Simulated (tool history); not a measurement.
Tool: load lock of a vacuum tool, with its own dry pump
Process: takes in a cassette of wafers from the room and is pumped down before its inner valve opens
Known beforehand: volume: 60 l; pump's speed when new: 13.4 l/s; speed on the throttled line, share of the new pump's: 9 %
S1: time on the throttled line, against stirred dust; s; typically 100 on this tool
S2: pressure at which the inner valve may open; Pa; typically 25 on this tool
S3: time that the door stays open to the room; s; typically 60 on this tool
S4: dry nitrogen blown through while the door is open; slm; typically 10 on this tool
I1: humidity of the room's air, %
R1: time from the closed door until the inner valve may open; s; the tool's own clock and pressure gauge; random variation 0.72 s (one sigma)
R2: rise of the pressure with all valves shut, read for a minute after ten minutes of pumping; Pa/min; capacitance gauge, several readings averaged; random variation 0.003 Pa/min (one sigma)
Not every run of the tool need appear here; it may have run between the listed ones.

{"run": 1, "hour": 0.0, "S1": 100, "S2": 25, "S3": 60, "S4": 10, "I1": 45.3, "R1": 134.3, "R2": 0.232}
{"run": 2, "hour": 246.3, "S1": 100, "S2": 25, "S3": 60, "S4": 10, "I1": 48.3, "R1": 134.8, "R2": 0.239}
{"run": 3, "hour": 674.3, "S1": 100, "S2": 25, "S3": 60, "S4": 10, "I1": 44.1, "R1": 135.4, "R2": 0.254}
{"run": 4, "hour": 943.1, "S1": 100, "S2": 25, "S3": 60, "S4": 10, "I1": 44.3, "R1": 135.7, "R2": 0.263}
{"run": 5, "hour": 1369.7, "S1": 100, "S2": 25, "S3": 61, "S4": 10, "I1": 47.0, "R1": 134.2, "R2": 0.268}
{"run": 6, "hour": 1832.3, "S1": 100, "S2": 25, "S3": 43, "S4": 10, "I1": 46.6, "R1": 135.9, "R2": 0.284}
{"run": 7, "hour": 2314.9, "S1": 100, "S2": 25, "S3": 60, "S4": 10, "I1": 45.0, "R1": 137.1, "R2": 0.303}
{"run": 8, "hour": 2681.9, "S1": 100, "S2": 25, "S3": 60, "S4": 10, "I1": 45.4, "R1": 137.1, "R2": 0.314}
{"run": 9, "hour": 2984.0, "S1": 100, "S2": 25, "S3": 192, "S4": 10, "I1": 45.5, "R1": 137.4, "R2": 0.359}
{"run": 10, "hour": 3279.8, "S1": 100, "S2": 25, "S3": 60, "S4": 10, "I1": 46.6, "R1": 137.0, "R2": 0.339}
{"run": 11, "hour": 3613.4, "S1": 100, "S2": 25, "S3": 60, "S4": 10, "I1": 45.9, "R1": 137.1, "R2": 0.354}
{"run": 12, "hour": 3863.0, "S1": 100, "S2": 25, "S3": 60, "S4": 10, "I1": 45.4, "R1": 138.3, "R2": 0.367}
{"run": 13, "hour": 4368.1, "S1": 100, "S2": 25, "S3": 60, "S4": 10, "I1": 44.0, "R1": 137.5, "R2": 0.394}
{"run": 14, "hour": 4622.9, "S1": 100, "S2": 25, "S3": 60, "S4": 10, "I1": 43.1, "R1": 138.6, "R2": 0.407}
{"hour": 4827.8, "done": "dry pump taken out, an overhauled one fitted"}
{"run": 15, "hour": 4872.8, "S1": 100, "S2": 25, "S3": 60, "S4": 10, "I1": 43.3, "R1": 129.0, "R2": 0.404}
{"run": 16, "hour": 5103.9, "S1": 100, "S2": 25, "S3": 230, "S4": 10, "I1": 46.0, "R1": 127.2, "R2": 0.453}
{"hour": 5564.6, "done": "door's seal changed, seat wiped"}
{"run": 17, "hour": 5594.4, "S1": 100, "S2": 25, "S3": 230, "S4": 33, "I1": 43.4, "R1": 129.3, "R2": 0.037}
{"run": 18, "hour": 5840.3, "S1": 100, "S2": 25, "S3": 60, "S4": 10, "I1": 43.3, "R1": 129.2, "R2": 0.04}
{"run": 19, "hour": 6110.5, "S1": 100, "S2": 25, "S3": 60, "S4": 10, "I1": 42.6, "R1": 128.6, "R2": 0.039}
{"run": 20, "hour": 6615.1, "S1": 172, "S2": 25, "S3": 60, "S4": 10, "I1": 45.2, "R1": 195.7, "R2": 0.046}
{"run": 21, "hour": 7039.1, "S1": 100, "S2": 25, "S3": 27, "S4": 10, "I1": 44.4, "R1": 129.0, "R2": 0.042}
{"run": 22, "hour": 7435.4, "S1": 100, "S2": 25, "S3": 27, "S4": 18, "I1": 43.4, "R1": 130.0, "R2": 0.03}
{"run": 23, "hour": 7767.2, "S1": 100, "S2": 25, "S3": 202, "S4": 10, "I1": 45.3, "R1": 130.0, "R2": 0.086}
{"run": 24, "hour": 8185.6, "S1": 177, "S2": 25, "S3": 77, "S4": 10, "I1": 46.0, "R1": 198.2, "R2": 0.066}
{"run": 25, "hour": 8483.8, "S1": 177, "S2": 25, "S3": 130, "S4": 10, "I1": 44.6, "R1": 201.1, "R2": 0.08}
{"run": 26, "hour": 8779.7, "S1": 177, "S2": 25, "S3": 130, "S4": 10, "I1": 47.1, "R1": 200.7, "R2": 0.088}
{"run": 27, "hour": 9265.4, "S1": 66, "S2": 42, "S3": 39, "S4": 10, "I1": 45.0, "R1": 96.5, "R2": 0.069}
{"run": 28, "hour": 9732.1, "S1": 66, "S2": 34, "S3": 39, "S4": 10, "I1": 42.7, "R1": 99.6, "R2": 0.075}
{"run": 29, "hour": 10218.7, "S1": 186, "S2": 22, "S3": 188, "S4": 9, "I1": 44.3, "R1": 210.1, "R2": 0.119}
{"run": 30, "hour": 10602.7, "S1": 131, "S2": 28, "S3": 228, "S4": 26, "I1": 43.8, "R1": 157.2, "R2": 0.109}
{"run": 31, "hour": 10890.4, "S1": 72, "S2": 31, "S3": 47, "S4": 33, "I1": 42.8, "R1": 104.9, "R2": 0.088}
{"run": 32, "hour": 11291.7, "S1": 72, "S2": 31, "S3": 47, "S4": 33, "I1": 44.2, "R1": 106.2, "R2": 0.1}
{"run": 33, "hour": 11706.9, "S1": 86, "S2": 37, "S3": 78, "S4": 20, "I1": 44.8, "R1": 117.0, "R2": 0.119}
{"run": 34, "hour": 12194.7, "S1": 106, "S2": 25, "S3": 36, "S4": 10, "I1": 46.5, "R1": 137.3, "R2": 0.125}
{"run": 35, "hour": 12644.8, "S1": 106, "S2": 25, "S3": 36, "S4": 10, "I1": 42.8, "R1": 136.2, "R2": 0.142}
{"run": 36, "hour": 12903.6, "S1": 106, "S2": 32, "S3": 36, "S4": 10, "I1": 45.6, "R1": 135.1, "R2": 0.149}

4 options for the next run, each taken on its own from the tool as it stands now. Forecast them:
{"run": "A", "hour": 13395.4, "S1": 64, "S2": 42, "S3": 109, "S4": 10, "I1": 46.1, "R1": "?", "R2": "?"}
{"run": "B", "hour": 13395.4, "S1": 165, "S2": 49, "S3": 138, "S4": 10, "I1": 43.9, "R1": "?", "R2": "?"}
{"run": "C", "hour": 13395.4, "S1": 169, "S2": 37, "S3": 60, "S4": 18, "I1": 48.9, "R1": "?", "R2": "?"}
{"run": "D", "hour": 13395.4, "S1": 138, "S2": 18, "S3": 36, "S4": 33, "I1": 42.9, "R1": "?", "R2": "?"}

run=A R1=97.4 R2=0.175
run=B R1=186.6 R2=0.182
run=C R1=191.4 R2=0.163
run=D R1=167.3 R2=0.151
With no hidden state in the tool, these same runs would have given:
run=A R1=93.3 R2=0.043
run=B R1=183.9 R2=0.051
run=C R1=188.6 R2=0.030
run=D R1=163.6 R2=0.020
